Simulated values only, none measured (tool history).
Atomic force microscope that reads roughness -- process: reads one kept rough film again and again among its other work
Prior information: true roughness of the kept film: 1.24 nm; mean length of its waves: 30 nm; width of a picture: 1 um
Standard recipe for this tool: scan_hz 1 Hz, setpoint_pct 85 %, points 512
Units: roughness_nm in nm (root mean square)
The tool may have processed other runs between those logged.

{"run": 1, "hour": 0.0, "scan_hz": 1, "setpoint_pct": 85, "points": 512, "roughness_nm": 0.97}
{"run": 2, "hour": 23.4, "scan_hz": 1, "setpoint_pct": 58, "points": 512, "roughness_nm": 1.112}
{"run": 3, "hour": 56.7, "scan_hz": 1, "setpoint_pct": 85, "points": 325, "roughness_nm": 0.985}
{"run": 4, "hour": 78.1, "scan_hz": 1, "setpoint_pct": 85, "points": 325, "roughness_nm": 0.965}
{"run": 5, "hour": 95.9, "scan_hz": 1, "setpoint_pct": 85, "points": 325, "roughness_nm": 1.038}
{"run": 6, "hour": 127.1, "scan_hz": 1, "setpoint_pct": 81, "points": 325, "roughness_nm": 1.019}
{"run": 7, "hour": 149.7, "scan_hz": 1, "setpoint_pct": 85, "points": 364, "roughness_nm": 0.984}
{"run": 8, "hour": 169.6, "scan_hz": 1, "setpoint_pct": 85, "points": 364, "roughness_nm": 1.049}
{"run": 9, "hour": 207.3, "scan_hz": 1, "setpoint_pct": 85, "points": 365, "roughness_nm": 1.018}
{"run": 10, "hour": 235.1, "scan_hz": 1, "setpoint_pct": 85, "points": 313, "roughness_nm": 0.978}
{"run": 11, "hour": 264.1, "scan_hz": 1, "setpoint_pct": 85, "points": 313, "roughness_nm": 1.022}
{"run": 12, "hour": 303.6, "scan_hz": 0.79, "setpoint_pct": 85, "points": 313, "roughness_nm": 1.013}
{"run": 13, "hour": 345.1, "scan_hz": 0.79, "setpoint_pct": 85, "points": 313, "roughness_nm": 1.045}
{"run": 14, "hour": 380.2, "scan_hz": 1.56, "setpoint_pct": 85, "points": 512, "roughness_nm": 0.958}
{"run": 15, "hour": 401.6, "scan_hz": 1.56, "setpoint_pct": 85, "points": 512, "roughness_nm": 0.931}
{"run": 16, "hour": 420.1, "scan_hz": 1.56, "setpoint_pct": 85, "points": 512, "roughness_nm": 1.001}
{"run": 17, "hour": 456.9, "scan_hz": 2.51, "setpoint_pct": 85, "points": 512, "roughness_nm": 0.875}
{"run": 18, "hour": 482.0, "scan_hz": 0.69, "setpoint_pct": 85, "points": 512, "roughness_nm": 0.999}
{"run": 19, "hour": 514.7, "scan_hz": 1, "setpoint_pct": 56, "points": 512, "roughness_nm": 1.107}
{"run": 20, "hour": 543.1, "scan_hz": 1, "setpoint_pct": 68, "points": 512, "roughness_nm": 1.059}
{"run": 21, "hour": 581.7, "scan_hz": 1, "setpoint_pct": 71, "points": 512, "roughness_nm": 1.09}
{"run": 22, "hour": 608.6, "scan_hz": 1, "setpoint_pct": 71, "points": 512, "roughness_nm": 1.065}
{"run": 23, "hour": 649.7, "scan_hz": 1, "setpoint_pct": 71, "points": 512, "roughness_nm": 1.016}
{"run": 24, "hour": 671.6, "scan_hz": 1, "setpoint_pct": 85, "points": 512, "roughness_nm": 1.023}
{"run": 25, "hour": 703.5, "scan_hz": 0.87, "setpoint_pct": 84, "points": 807, "roughness_nm": 1.012}
{"run": 26, "hour": 728.4, "scan_hz": 2.82, "setpoint_pct": 60, "points": 807, "roughness_nm": 1.011}
{"run": 27, "hour": 769.9, "scan_hz": 1.05, "setpoint_pct": 67, "points": 343, "roughness_nm": 1.066}
{"run": 28, "hour": 789.1, "scan_hz": 0.98, "setpoint_pct": 56, "points": 541, "roughness_nm": 1.064}
{"run": 29, "hour": 816.2, "scan_hz": 3.01, "setpoint_pct": 85, "points": 512, "roughness_nm": 0.895}
{"run": 30, "hour": 849.1, "scan_hz": 1, "setpoint_pct": 90, "points": 612, "roughness_nm": 0.997}
{"run": 31, "hour": 880.9, "scan_hz": 0.57, "setpoint_pct": 86, "points": 342, "roughness_nm": 1.02}
{"run": 32, "hour": 911.1, "scan_hz": 1.2, "setpoint_pct": 73, "points": 512, "roughness_nm": 1.073}
{"run": 33, "hour": 945.6, "scan_hz": 1.24, "setpoint_pct": 85, "points": 512, "roughness_nm": 0.978}
{"run": 34, "hour": 979.7, "scan_hz": 2.66, "setpoint_pct": 85, "points": 308, "roughness_nm": 0.906}
{"run": 35, "hour": 999.0, "scan_hz": 2.66, "setpoint_pct": 85, "points": 724, "roughness_nm": 0.897}
{"run": 36, "hour": 1019.7, "scan_hz": 2.89, "setpoint_pct": 68, "points": 696, "roughness_nm": 1.004}
{"run": 37, "hour": 1048.1, "scan_hz": 0.73, "setpoint_pct": 68, "points": 309, "roughness_nm": 1.055}
{"run": 38, "hour": 1067.6, "scan_hz": 2.4, "setpoint_pct": 85, "points": 512, "roughness_nm": 0.925}
{"run": 39, "hour": 1089.3, "scan_hz": 0.62, "setpoint_pct": 85, "points": 998, "roughness_nm": 1.072}
{"run": 40, "hour": 1114.8, "scan_hz": 1.47, "setpoint_pct": 61, "points": 389, "roughness_nm": 1.066}
{"run": 41, "hour": 1143.2, "scan_hz": 3.34, "setpoint_pct": 85, "points": 595, "roughness_nm": 0.854}
{"run": 42, "hour": 1178.5, "scan_hz": 0.58, "setpoint_pct": 85, "points": 458, "roughness_nm": 1.055}
{"run": 43, "hour": 1214.1, "scan_hz": 3.54, "setpoint_pct": 57, "points": 523, "roughness_nm": 0.995}
{"run": 44, "hour": 1238.5, "scan_hz": 1, "setpoint_pct": 78, "points": 697, "roughness_nm": 1.071}
{"run": 45, "hour": 1257.9, "scan_hz": 0.93, "setpoint_pct": 59, "points": 281, "roughness_nm": 1.089}
{"run": 46, "hour": 1299.8, "scan_hz": 0.93, "setpoint_pct": 59, "points": 281, "roughness_nm": 1.033}
{"run": 47, "hour": 1328.6, "scan_hz": 0.93, "setpoint_pct": 59, "points": 281, "roughness_nm": 1.094}

Between the runs listed above, the log contained 19 entries, not reproduced here. Where in the sequence does each belong, and how does what the log doesn't record of the tool's condition differ from the listed run before to the listed run after?
Logged between run 1 and run 2: new tip fitted (hour 3.8)
  radius of the tip, nm: 27.3 -> 14.6; height scale over the true one, %: -0.22 -> -0.23
  what was measured, less what the result would be without the hidden state, roughness_nm: -0.089 -> -0.03 nm (root mean square)
Logged between run 4 and run 5: new tip fitted (hour 83.9)
  radius of the tip, nm: 26.8 -> 13; height scale over the true one, %: -0.25 -> -0.26
  what was measured, less what the result would be without the hidden state, roughness_nm: -0.087 -> -0.018 nm (root mean square)
Logged between run 7 and run 8: new tip fitted (hour 166.4)
  radius of the tip, nm: 24.4 -> 11; height scale over the true one, %: -0.28 -> -0.29
  what was measured, less what the result would be without the hidden state, roughness_nm: -0.076 -> -0.009 nm (root mean square)
Logged between run 10 and run 11: new tip fitted (hour 247)
  radius of the tip, nm: 24.3 -> 14.6; height scale over the true one, %: -0.32 -> -0.33
  what was measured, less what the result would be without the hidden state, roughness_nm: -0.075 -> -0.028 nm (root mean square)
Logged between run 12 and run 13: new tip fitted (hour 327)
  radius of the tip, nm: 22.5 -> 14.2; height scale over the true one, %: -0.35 -> -0.37
  what was measured, less what the result would be without the hidden state, roughness_nm: -0.069 -> -0.027 nm (root mean square)
Logged between run 15 and run 16: new tip fitted (hour 409.9)
  radius of the tip, nm: 26 -> 12.7; height scale over the true one, %: -0.39 -> -0.4
  what was measured, less what the result would be without the hidden state, roughness_nm: -0.081 -> -0.017 nm (root mean square)
Logged between run 18 and run 19: new tip fitted (hour 490.7)
  radius of the tip, nm: 26.4 -> 15.6; height scale over the true one, %: -0.43 -> -0.44
  what was measured, less what the result would be without the hidden state, roughness_nm: -0.09 -> -0.037 nm (root mean square)
Logged between run 20 and run 21: new tip fitted (hour 572.7)
  radius of the tip, nm: 21.9 -> 12.7; height scale over the true one, %: -0.45 -> -0.47
  what was measured, less what the result would be without the hidden state, roughness_nm: -0.07 -> -0.021 nm (root mean square)
Logged between run 23 and run 24: new tip fitted (hour 654.4)
  radius of the tip, nm: 27.5 -> 14.3; height scale over the true one, %: -0.5 -> -0.51
  what was measured, less what the result would be without the hidden state, roughness_nm: -0.097 -> -0.028 nm (root mean square)
Logged between run 26 and run 27: height scale calibrated on a step standard (hour 731.4); new tip fitted (hour 735.8)
  radius of the tip, nm: 25.9 -> 18.8; height scale over the true one, %: -0.53 -> -0.85
  what was measured, less what the result would be without the hidden state, roughness_nm: -0.089 -> -0.058 nm (root mean square)
Logged between run 28 and run 29: height scale calibrated on a step standard, once more (hour 809.2); new tip fitted (hour 816.2)
  radius of the tip, nm: 23.2 -> 10.9; height scale over the true one, %: -0.86 -> 0
  what was measured, less what the result would be without the hidden state, roughness_nm: -0.082 -> -0.004 nm (root mean square)
Logged between run 31 and run 32: new tip fitted (hour 896.6)
  radius of the tip, nm: 24.2 -> 13.7; height scale over the true one, %: -0.03 -> -0.04
  what was measured, less what the result would be without the hidden state, roughness_nm: -0.075 -> -0.021 nm (root mean square)
Logged between run 33 and run 34: new tip fitted (hour 975.7)
  radius of the tip, nm: 21.9 -> 10.9; height scale over the true one, %: -0.05 -> -0.07
  what was measured, less what the result would be without the hidden state, roughness_nm: -0.061 -> -0.005 nm (root mean square)
Logged between run 37 and run 38: new tip fitted (hour 1057.8)
  radius of the tip, nm: 24.4 -> 12.6
  what was measured, less what the result would be without the hidden state, roughness_nm: -0.08 -> -0.013 nm (root mean square)
Logged between run 40 and run 41: new tip fitted (hour 1138.2)
  radius of the tip, nm: 21.8 -> 11.8; height scale over the true one, %: -0.13 -> -0.14
  what was measured, less what the result would be without the hidden state, roughness_nm: -0.066 -> -0.009 nm (root mean square)
Logged between run 43 and run 44: new tip fitted (hour 1221)
  radius of the tip, nm: 27 -> 14.2; height scale over the true one, %: -0.17 -> -0.18
  what was measured, less what the result would be without the hidden state, roughness_nm: -0.089 -> -0.025 nm (root mean square)
Logged between run 46 and run 47: new tip fitted (hour 1302.3)
  radius of the tip, nm: 27 -> 16.1; height scale over the true one, %: -0.2 -> -0.22
  what was measured, less what the result would be without the hidden state, roughness_nm: -0.093 -> -0.037 nm (root mean square)

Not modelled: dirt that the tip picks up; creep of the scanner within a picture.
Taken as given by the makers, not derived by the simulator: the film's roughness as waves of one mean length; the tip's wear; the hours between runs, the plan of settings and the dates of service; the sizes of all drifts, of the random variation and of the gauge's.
